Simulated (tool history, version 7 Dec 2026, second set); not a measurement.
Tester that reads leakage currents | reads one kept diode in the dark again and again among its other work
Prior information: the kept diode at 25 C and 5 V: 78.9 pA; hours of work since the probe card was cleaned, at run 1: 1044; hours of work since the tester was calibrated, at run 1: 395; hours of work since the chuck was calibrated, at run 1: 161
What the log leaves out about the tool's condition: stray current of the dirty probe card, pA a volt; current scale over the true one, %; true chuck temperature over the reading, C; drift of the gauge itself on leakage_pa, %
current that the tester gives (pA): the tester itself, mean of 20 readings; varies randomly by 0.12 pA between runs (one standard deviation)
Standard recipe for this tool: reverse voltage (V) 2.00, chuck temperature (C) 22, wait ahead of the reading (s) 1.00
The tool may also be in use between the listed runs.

run    hour  reverse voltage (V)  chuck temperature (C)  wait ahead of the reading (s)  hours of work since the probe card was cleaned  hours of work since the tester was calibrated  hours of work since the chuck was calibrated  current that the tester gives (pA)
  1     0.0                 2.00                     22                           1.00                                            1044                                            395                                           161                               37.88
  2    66.6                 2.00                     22                           1.00                                            1087                                            438                                           204                               38.10
  3   150.1                 2.00                     35                           1.00                                            1142                                            492                                           258                              129.25
  4   192.2                 2.00                     35                           1.00                                            1169                                            520                                           286                              128.63
  5   249.1                 2.00                     35                           1.00                                            1206                                            557                                           322                              128.94
  6   290.9                 2.00                     35                           1.00                                            1233                                            584                                           350                              128.94
  7   336.1                 2.00                     35                           1.00                                            1262                                            613                                           379                              128.13
  8   388.5                 2.00                     35                           1.00                                            1296                                            647                                           413                              129.31
  9   441.1                13.22                     22                           1.00                                            1330                                            681                                           447                               99.26
 10   490.9                13.22                     22                           1.00                                            1363                                            713                                           479                               99.57
 11   571.7                13.22                     22                           1.00                                            1415                                            766                                           532                              100.60
 12   639.1                13.22                     22                           1.00                                            1459                                            810                                           575                               99.50
 13   692.0                 2.00                     22                           1.00                                            1493                                            844                                           610                               38.03
 14   746.9                 2.00                     22                           1.00                                            1529                                            879                                           645                               37.78
 15   787.7                 2.00                     27                           1.00                                            1555                                            906                                           672                               61.48
 16   834.8                 2.00                     22                           0.54                                            1586                                            936                                           702                               38.64
 17   907.3                 2.00                     22                           1.00                                            1633                                            984                                           749                               37.61
 18   963.6                 2.00                     22                           1.00                                            1669                                           1020                                           786                               37.90
 19  1054.9                 2.00                     22                           1.00                                            1729                                           1079                                           845                               37.93
 20  1126.5                 2.00                     22                           1.00                                            1775                                           1126                                           892                               37.83
 21  1168.8                 8.34                     22                           1.14                                            1803                                           1153                                           919                               78.03
 22  1243.0                 4.36                     22                           3.60                                            1851                                           1201                                           967                               55.50
 23  1287.6                 4.36                     22                           3.60                                            1880                                           1230                                           996                               55.30
 24  1347.4                 1.38                     22                           1.00                                            1918                                           1269                                          1035                               31.53
 25  1426.7                 1.38                     22                           1.00                                            1970                                           1320                                          1086                               31.32
 26  1468.4                 1.35                     50                           1.81                                            1997                                           1348                                          1113                              388.25
 27  1553.8                 1.35                     50                           1.81                                            2052                                           1403                                          1169                              385.64
 28  1641.5                 5.37                     22                           1.00                                            2109                                           1460                                          1226                               62.71
 29  1686.8                16.78                     56                           9.28                                            2138                                           1489                                          1255                             2218.07
 30  1768.1                16.78                     40                           9.28                                            2191                                           1542                                          1308                              579.27
 31  1828.5                 6.54                     22                           2.07                                            2230                                           1581                                          1347                               68.53
 32  1907.5                 6.54                     23                           1.97                                            2282                                           1632                                          1398                               74.67
 33  1948.5                 1.49                     22                           3.03                                            2308                                           1659                                          1425                               31.99
 34  2031.3                 1.60                     58                           0.79                                            2362                                           1713                                          1479                              808.60
     2062.1  -- chuck's temperature calibrated
 35  2102.0                 2.00                     22                           1.31                                            2407                                           1757                                            26                               37.61
 36  2146.0                 2.00                     56                           5.62                                            2435                                           1786                                            54                              765.94
 37  2227.0                 3.79                     22                           1.10                                            2488                                           1838                                           107                               52.20
 38  2286.9                 8.29                     60                           0.55                                            2526                                           1877                                           146                             2139.97
 39  2372.6                 2.00                     53                           1.00                                            2582                                           1933                                           201                              603.95
 40  2433.9                 2.00                     53                           1.00                                            2622                                           1973                                           241                              606.85

Alternative continuations, all from the tool just after run 40; predict every row:
  A  2513.8                13.49                     53                           1.00                                            2674                                           2024                                           293                                   ?
  B  2513.8                 2.02                     22                           0.46                                            2674                                           2024                                           293                                   ?
  C  2513.8                12.88                     31                           8.92                                            2674                                           2024                                           293                                   ?

run  current that the tester gives (pA)
  A                             1572.22
  B                               38.85
  C                              224.50
What these runs would have given with no unlogged condition in the tool:
run  current that the tester gives (pA)
  A                             1572.47
  B                               38.84
  C                              224.47
